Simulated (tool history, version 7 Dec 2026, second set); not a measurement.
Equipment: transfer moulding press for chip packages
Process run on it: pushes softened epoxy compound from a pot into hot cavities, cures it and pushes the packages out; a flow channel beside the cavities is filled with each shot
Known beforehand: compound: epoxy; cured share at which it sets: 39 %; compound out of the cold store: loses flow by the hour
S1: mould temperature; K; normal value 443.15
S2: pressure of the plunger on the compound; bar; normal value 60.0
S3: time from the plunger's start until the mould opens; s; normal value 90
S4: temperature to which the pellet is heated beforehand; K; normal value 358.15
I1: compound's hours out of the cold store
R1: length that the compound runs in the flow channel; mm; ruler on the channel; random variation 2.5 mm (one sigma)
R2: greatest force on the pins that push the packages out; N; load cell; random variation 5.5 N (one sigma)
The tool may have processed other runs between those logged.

run,day,S1,S2,S3,S4,I1,R1,R2
1,0.000,443.15,60.0,90,358.15,44.6,907,341
2,0.588,444.15,60.0,90,358.15,37.1,918,368
3,1.329,443.15,60.0,90,365.15,40.0,910,336
4,1.996,443.15,60.0,90,350.15,38.3,913,368
5,2.517,443.15,60.0,90,350.15,31.6,931,403
6,2.946,443.15,60.0,90,350.15,41.0,905,326
7,3.242,443.15,60.0,90,350.15,39.4,904,349
8,3.879,443.15,60.0,90,350.15,8.6,990,396
9,4.333,443.15,60.0,90,350.15,16.1,964,324
10,5.017,443.15,60.0,90,350.15,21.8,952,376
11,5.633,443.15,60.0,90,358.15,30.7,919,394
12,6.092,443.15,60.0,85,358.15,12.6,963,363
13,6.704,443.15,60.0,85,358.15,21.9,938,403
14,7.021,443.15,60.0,85,358.15,40.1,891,410
15,7.608,450.15,60.0,90,366.15,15.1,933,274
16,8.300,450.15,59.3,71,366.15,26.9,891,366
17,8.658,438.15,60.0,111,358.15,13.5,973,387
18,9.433,445.15,71.6,114,358.15,15.2,1029,293
19,10.004,448.15,71.6,86,357.15,11.5,1027,346
20,10.429,448.15,71.6,86,351.15,29.1,970,376
21,10.879,448.15,71.6,72,351.15,41.1,942,377
22,11.579,438.15,55.8,72,351.15,36.6,914,766
23,12.338,446.15,49.0,113,352.15,11.0,899,260
24,12.962,439.15,49.0,86,361.15,27.7,871,473
25,13.512,439.15,49.0,86,361.15,15.3,902,537
26,14.250,450.15,49.0,74,357.15,22.3,853,335
27,14.596,443.15,60.0,74,362.15,23.4,959,496
28,15.217,449.15,60.0,73,358.15,37.5,900,407

Put back what was entered between runs (10 entries, withheld): which listed runs does each sit between, and how does the hidden state differ from the listed run before to the listed run after?
From run 2 to run 3: cavities cleaned with cleaning compound and waxed (day 1.079)
  true mould temperature over the reading, C: -0.91 -> -0.92; pressure that reaches the compound, % of what is set: 97.68 -> 97.12; grip of the stained cavities, % over clean ones': 25.7 -> 8.9
  difference, measured minus the result without the unlogged condition, R1: -8 -> -11 mm; R2: +83 -> +36 N
From run 5 to run 6: cavities cleaned with cleaning compound and waxed (day 2.671)
  true mould temperature over the reading, C: -0.95 -> -0.96; pressure that reaches the compound, % of what is set: 96 -> 95.71; grip of the stained cavities, % over clean ones': 31.9 -> 8.2
  difference, measured minus the result without the unlogged condition, R1: -16 -> -17 mm; R2: +107 -> +34 N
From run 8 to run 9: cavities cleaned with cleaning compound and waxed (day 4.267)
  true mould temperature over the reading, C: -0.98 -> -0.99; pressure that reaches the compound, % of what is set: 94.85 -> 94.49; grip of the stained cavities, % over clean ones': 26.8 -> 3.9
  difference, measured minus the result without the unlogged condition, R1: -23 -> -24 mm; R2: +95 -> +23 N
From run 11 to run 12: cavities cleaned with cleaning compound and waxed (day 5.846)
  true mould temperature over the reading, C: -1.02 -> -1.03; pressure that reaches the compound, % of what is set: 93.41 -> 93.06; grip of the stained cavities, % over clean ones': 31.3 -> 8.5
  difference, measured minus the result without the unlogged condition, R1: -29 -> -32 mm; R2: +104 -> +44 N
From run 14 to run 15: cavities cleaned with cleaning compound and waxed (day 7.450)
  true mould temperature over the reading, C: -1.05 -> -1.07; pressure that reaches the compound, % of what is set: 92.2 -> 91.75; grip of the stained cavities, % over clean ones': 27.9 -> 4.4
  difference, measured minus the result without the unlogged condition, R1: -33 -> -37 mm; R2: +103 -> +14 N
From run 17 to run 18: cavities cleaned with cleaning compound and waxed (day 9.058)
  true mould temperature over the reading, C: -1.09 -> -1.11; pressure that reaches the compound, % of what is set: 90.81 -> 90.16; grip of the stained cavities, % over clean ones': 27.2 -> 11.9
  difference, measured minus the result without the unlogged condition, R1: -44 -> -51 mm; R2: +94 -> +33 N
From run 20 to run 21: cavities cleaned with cleaning compound and waxed (day 10.646)
  true mould temperature over the reading, C: -1.13 -> -1.14; pressure that reaches the compound, % of what is set: 89.31 -> 88.97; grip of the stained cavities, % over clean ones': 30.1 -> 8.7
  difference, measured minus the result without the unlogged condition, R1: -53 -> -53 mm; R2: +92 -> +47 N
From run 21 to run 22: plunger's sealing rings changed (day 11.433)
  true mould temperature over the reading, C: -1.14 -> -1.15; pressure that reaches the compound, % of what is set: 88.97 -> 99.63; grip of the stained cavities, % over clean ones': 8.7 -> 21.7
  difference, measured minus the result without the unlogged condition, R1: -53 -> +2 mm; R2: +47 -> +186 N
From run 22 to run 23: cavities cleaned with cleaning compound and waxed (day 12.338)
  true mould temperature over the reading, C: -1.15 -> -1.17; pressure that reaches the compound, % of what is set: 99.63 -> 98.99; grip of the stained cavities, % over clean ones': 21.7 -> 0.5
  difference, measured minus the result without the unlogged condition, R1: +2 -> -1 mm; R2: +186 -> +2 N
From run 25 to run 26: cavities cleaned with cleaning compound and waxed (day 13.950)
  true mould temperature over the reading, C: -1.2 -> -1.21; pressure that reaches the compound, % of what is set: 98 -> 97.41; grip of the stained cavities, % over clean ones': 25.4 -> 8.3
  difference, measured minus the result without the unlogged condition, R1: -5 -> -8 mm; R2: +142 -> +36 N

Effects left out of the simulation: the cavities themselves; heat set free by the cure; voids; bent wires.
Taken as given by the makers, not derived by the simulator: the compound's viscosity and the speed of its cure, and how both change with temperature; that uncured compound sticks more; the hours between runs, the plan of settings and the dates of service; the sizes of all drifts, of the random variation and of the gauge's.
